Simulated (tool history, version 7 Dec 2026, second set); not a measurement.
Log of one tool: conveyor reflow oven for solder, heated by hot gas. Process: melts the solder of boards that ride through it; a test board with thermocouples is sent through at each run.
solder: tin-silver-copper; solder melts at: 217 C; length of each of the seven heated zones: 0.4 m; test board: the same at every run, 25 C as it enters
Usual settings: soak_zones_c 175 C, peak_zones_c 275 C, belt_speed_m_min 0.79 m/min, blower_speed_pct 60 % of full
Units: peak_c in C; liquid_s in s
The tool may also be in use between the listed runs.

run	hour	soak_zones_c	peak_zones_c	belt_speed_m_min	blower_speed_pct	peak_c	liquid_s
1	0	175	275	0.79	60	260.2	50.08
2	15	175	275	0.79	60	260.3	50.17
3	27.9	175	275	0.79	60	260.2	50.15
4	42.9	175	275	0.79	76	264	52.23
5	51.4	175	275	0.79	76	263.9	52.18
6	61.3	175	275	0.79	76	263.9	52.27
# hour 80.4: flux residue cleaned out of gas plates and filters
7	80.4	175	275	0.79	76	264	52.21
8	94.7	175	275	0.79	60	260.1	50.17
9	104.3	175	275	0.79	60	260.2	50.11
10	112.1	175	275	0.79	60	260.1	50.16
11	122.8	175	275	0.87	60	257	43.62
12	133.3	175	275	0.87	60	256.9	43.57
13	147.3	175	275	0.87	60	257.1	43.6
14	159.9	175	275	0.87	60	256.7	43.65
15	168.8	175	275	0.87	60	256.9	43.53
16	182.9	175	275	0.87	60	257.2	43.52
17	195.7	175	275	0.87	60	257	43.6
18	205.5	186	275	0.87	54	257	46.49
19	220.5	175	284	0.79	60	268.3	53.67
20	229.7	175	284	0.79	60	268.1	53.6
21	236.1	175	284	0.772	75	273.1	56.7
22	248.3	175	284	0.772	75	272.8	56.63
23	257.6	178	276	0.772	58	261.7	52.92
24	270.2	175	275	0.79	67	261.9	51.21
25	280.6	178	268	0.79	65	255.4	49.06
26	289.5	184	275	0.844	60	259.5	48.9
27	300	188	275	0.66	60	266.5	68.21
28	308.2	164	270	0.66	55	257.9	56.32
29	319.1	176	276	0.837	55	257.7	45.91
30	333.2	176	276	0.837	55	257.4	45.95

3 ways to go on from here, each from the tool as it stands after run 30. What would each give?
A	341.6	176	276	0.638	55	?	?
B	341.6	176	276	0.777	55	?	?
C	341.6	172	276	0.759	55	?	?

run	peak_c	liquid_s
A	265.7	66.33
B	259.9	51.29
C	260.3	51.34
Without the tool's hidden state the same runs would have given:
run	peak_c	liquid_s
A	265.8	66.35
B	260	51.32
C	260.4	51.37
